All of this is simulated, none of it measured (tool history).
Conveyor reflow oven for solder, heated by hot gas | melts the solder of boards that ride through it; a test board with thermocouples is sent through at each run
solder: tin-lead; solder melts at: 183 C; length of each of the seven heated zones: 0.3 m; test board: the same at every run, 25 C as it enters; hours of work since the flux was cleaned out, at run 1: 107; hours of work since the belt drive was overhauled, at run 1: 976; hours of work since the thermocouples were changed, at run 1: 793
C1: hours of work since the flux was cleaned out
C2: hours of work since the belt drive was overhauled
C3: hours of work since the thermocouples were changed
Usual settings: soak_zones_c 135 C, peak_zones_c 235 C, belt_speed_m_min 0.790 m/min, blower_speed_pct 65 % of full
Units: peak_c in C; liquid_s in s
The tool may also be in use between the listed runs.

run 1 day=0.000 | soak_zones_c=135 peak_zones_c=235 belt_speed_m_min=0.790 blower_speed_pct=65 | C1=107 C2=976 C3=793 | peak_c=212.8 liquid_s=31.1
run 2 day=2.108 | soak_zones_c=135 peak_zones_c=235 belt_speed_m_min=0.790 blower_speed_pct=76 | C1=141 C2=1010 C3=826 | peak_c=215.4 liquid_s=32.7
run 3 day=3.967 | soak_zones_c=135 peak_zones_c=235 belt_speed_m_min=0.790 blower_speed_pct=76 | C1=170 C2=1039 C3=856 | peak_c=214.4 liquid_s=32.5
-- day=4.583 flux residue cleaned out of gas plates and filters
run 4 day=6.325 | soak_zones_c=135 peak_zones_c=235 belt_speed_m_min=0.790 blower_speed_pct=76 | C1=28 C2=1073 C3=890 | peak_c=216.5 liquid_s=33.3
run 5 day=9.183 | soak_zones_c=135 peak_zones_c=235 belt_speed_m_min=0.790 blower_speed_pct=76 | C1=73 C2=1119 C3=935 | peak_c=215.8 liquid_s=33.3
run 6 day=10.667 | soak_zones_c=135 peak_zones_c=235 belt_speed_m_min=0.790 blower_speed_pct=76 | C1=97 C2=1142 C3=959 | peak_c=215.8 liquid_s=33.2
run 7 day=12.342 | soak_zones_c=135 peak_zones_c=240 belt_speed_m_min=0.790 blower_speed_pct=76 | C1=123 C2=1169 C3=986 | peak_c=220.0 liquid_s=35.1
-- day=13.271 belt drive overhauled, speed set with a stopwatch
run 8 day=13.983 | soak_zones_c=124 peak_zones_c=235 belt_speed_m_min=0.790 blower_speed_pct=65 | C1=147 C2=11 C3=1009 | peak_c=209.1 liquid_s=26.0
-- day=16.129 flux residue cleaned out of gas plates and filters
run 9 day=16.350 | soak_zones_c=124 peak_zones_c=235 belt_speed_m_min=0.790 blower_speed_pct=65 | C1=4 C2=46 C3=1043 | peak_c=211.2 liquid_s=27.1
run 10 day=18.825 | soak_zones_c=124 peak_zones_c=235 belt_speed_m_min=0.790 blower_speed_pct=65 | C1=43 C2=85 C3=1083 | peak_c=210.7 liquid_s=26.9
run 11 day=20.846 | soak_zones_c=135 peak_zones_c=236 belt_speed_m_min=0.790 blower_speed_pct=65 | C1=75 C2=117 C3=1115 | peak_c=213.5 liquid_s=30.7
run 12 day=24.088 | soak_zones_c=135 peak_zones_c=236 belt_speed_m_min=0.790 blower_speed_pct=65 | C1=126 C2=168 C3=1166 | peak_c=213.1 liquid_s=30.5
run 13 day=26.262 | soak_zones_c=132 peak_zones_c=235 belt_speed_m_min=0.790 blower_speed_pct=65 | C1=161 C2=203 C3=1201 | peak_c=211.3 liquid_s=29.2
-- day=27.692 flux residue cleaned out of gas plates and filters
run 14 day=29.400 | soak_zones_c=123 peak_zones_c=235 belt_speed_m_min=0.790 blower_speed_pct=65 | C1=27 C2=250 C3=1247 | peak_c=210.2 liquid_s=26.9
run 15 day=31.979 | soak_zones_c=123 peak_zones_c=235 belt_speed_m_min=0.790 blower_speed_pct=65 | C1=68 C2=291 C3=1288 | peak_c=210.1 liquid_s=27.1
run 16 day=33.975 | soak_zones_c=123 peak_zones_c=235 belt_speed_m_min=0.755 blower_speed_pct=65 | C1=100 C2=322 C3=1320 | peak_c=211.9 liquid_s=29.2
run 17 day=35.908 | soak_zones_c=135 peak_zones_c=243 belt_speed_m_min=0.838 blower_speed_pct=52 | C1=130 C2=353 C3=1351 | peak_c=211.6 liquid_s=27.4
-- day=36.512 thermocouples of zones 6 and 7 changed
run 18 day=37.479 | soak_zones_c=135 peak_zones_c=243 belt_speed_m_min=0.838 blower_speed_pct=52 | C1=154 C2=377 C3=15 | peak_c=209.9 liquid_s=26.7
-- day=39.167 flux residue cleaned out of gas plates and filters
run 19 day=39.962 | soak_zones_c=141 peak_zones_c=235 belt_speed_m_min=0.786 blower_speed_pct=65 | C1=13 C2=413 C3=51 | peak_c=214.2 liquid_s=32.8
run 20 day=42.567 | soak_zones_c=141 peak_zones_c=245 belt_speed_m_min=0.790 blower_speed_pct=76 | C1=54 C2=454 C3=93 | peak_c=224.2 liquid_s=37.6
run 21 day=45.096 | soak_zones_c=135 peak_zones_c=243 belt_speed_m_min=0.790 blower_speed_pct=56 | C1=94 C2=494 C3=133 | peak_c=215.5 liquid_s=31.9
run 22 day=48.321 | soak_zones_c=134 peak_zones_c=242 belt_speed_m_min=0.821 blower_speed_pct=73 | C1=145 C2=545 C3=184 | peak_c=217.3 liquid_s=31.5
-- day=50.629 flux residue cleaned out of gas plates and filters
run 23 day=51.762 | soak_zones_c=134 peak_zones_c=242 belt_speed_m_min=0.821 blower_speed_pct=73 | C1=18 C2=597 C3=236 | peak_c=218.7 liquid_s=32.7
run 24 day=53.788 | soak_zones_c=135 peak_zones_c=240 belt_speed_m_min=0.948 blower_speed_pct=65 | C1=50 C2=629 C3=268 | peak_c=209.0 liquid_s=22.9
run 25 day=56.592 | soak_zones_c=135 peak_zones_c=240 belt_speed_m_min=0.948 blower_speed_pct=65 | C1=95 C2=673 C3=312 | peak_c=208.5 liquid_s=22.4
run 26 day=58.696 | soak_zones_c=135 peak_zones_c=238 belt_speed_m_min=0.723 blower_speed_pct=79 | C1=128 C2=707 C3=346 | peak_c=220.8 liquid_s=38.9
run 27 day=61.054 | soak_zones_c=137 peak_zones_c=239 belt_speed_m_min=0.695 blower_speed_pct=59 | C1=166 C2=744 C3=383 | peak_c=218.5 liquid_s=39.4
-- day=62.004 flux residue cleaned out of gas plates and filters
run 28 day=62.767 | soak_zones_c=135 peak_zones_c=235 belt_speed_m_min=0.890 blower_speed_pct=67 | C1=12 C2=768 C3=407 | peak_c=208.9 liquid_s=25.0
run 29 day=64.238 | soak_zones_c=135 peak_zones_c=235 belt_speed_m_min=0.890 blower_speed_pct=67 | C1=36 C2=792 C3=430 | peak_c=208.6 liquid_s=25.1

The next listed run, before its measurement:
run 30 day=65.696 | soak_zones_c=135 peak_zones_c=235 belt_speed_m_min=0.790 blower_speed_pct=50 | C1=59 C2=815 C3=454 | peak_c=? liquid_s=?

Run 30 gave peak_c 208.2 C, liquid_s 27.6 s.
Without the tool's hidden state the same run would have given peak_c 207.6 C, liquid_s 26.8 s.
